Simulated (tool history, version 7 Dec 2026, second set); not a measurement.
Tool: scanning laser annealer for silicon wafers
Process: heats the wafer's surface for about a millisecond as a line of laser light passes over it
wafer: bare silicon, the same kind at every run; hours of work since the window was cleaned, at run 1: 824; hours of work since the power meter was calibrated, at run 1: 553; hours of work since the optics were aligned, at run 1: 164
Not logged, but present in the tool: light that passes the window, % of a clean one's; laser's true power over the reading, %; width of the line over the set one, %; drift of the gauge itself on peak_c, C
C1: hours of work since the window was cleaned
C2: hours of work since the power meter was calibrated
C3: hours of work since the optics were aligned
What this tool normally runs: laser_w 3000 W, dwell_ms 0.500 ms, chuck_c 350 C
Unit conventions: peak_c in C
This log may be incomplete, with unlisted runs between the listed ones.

{"run": 1, "day": 0.0, "laser_w": 3000, "dwell_ms": 0.5, "chuck_c": 350, "C1": 824, "C2": 553, "C3": 164, "peak_c": 1098}
{"run": 2, "day": 0.417, "laser_w": 3000, "dwell_ms": 0.353, "chuck_c": 350, "C1": 831, "C2": 559, "C3": 170, "peak_c": 979}
{"run": 3, "day": 1.104, "laser_w": 3000, "dwell_ms": 0.5, "chuck_c": 350, "C1": 841, "C2": 570, "C3": 180, "peak_c": 1096}
{"run": 4, "day": 2.025, "laser_w": 3000, "dwell_ms": 0.5, "chuck_c": 350, "C1": 855, "C2": 584, "C3": 194, "peak_c": 1097}
{"run": 5, "day": 2.971, "laser_w": 3000, "dwell_ms": 0.5, "chuck_c": 350, "C1": 869, "C2": 598, "C3": 208, "peak_c": 1096}
{"day": 3.15, "done": "window over the wafer cleaned"}
{"run": 6, "day": 3.512, "laser_w": 3264, "dwell_ms": 0.5, "chuck_c": 350, "C1": 5, "C2": 605, "C3": 215, "peak_c": 1175}
{"run": 7, "day": 4.442, "laser_w": 3264, "dwell_ms": 0.5, "chuck_c": 350, "C1": 19, "C2": 619, "C3": 229, "peak_c": 1175}
{"run": 8, "day": 5.117, "laser_w": 3000, "dwell_ms": 0.5, "chuck_c": 350, "C1": 30, "C2": 629, "C3": 239, "peak_c": 1117}
{"run": 9, "day": 5.925, "laser_w": 3000, "dwell_ms": 0.5, "chuck_c": 350, "C1": 42, "C2": 641, "C3": 251, "peak_c": 1116}
{"run": 10, "day": 6.592, "laser_w": 3000, "dwell_ms": 0.5, "chuck_c": 350, "C1": 52, "C2": 651, "C3": 261, "peak_c": 1114}
{"run": 11, "day": 7.379, "laser_w": 3000, "dwell_ms": 0.5, "chuck_c": 350, "C1": 63, "C2": 663, "C3": 273, "peak_c": 1115}
{"run": 12, "day": 8.012, "laser_w": 2629, "dwell_ms": 0.5, "chuck_c": 373, "C1": 73, "C2": 672, "C3": 283, "peak_c": 1049}

What does the tool deliver on the next run?
{"run": 13, "day": 8.412, "laser_w": 2629, "dwell_ms": 0.5, "chuck_c": 373, "C1": 79, "C2": 678, "C3": 289, "peak_c": "?"}

For run 13 the tool returned peak_c 1048 C.
Were there no unlogged condition in the tool, this run, its random variation unchanged, would have produced peak_c 1055 C.
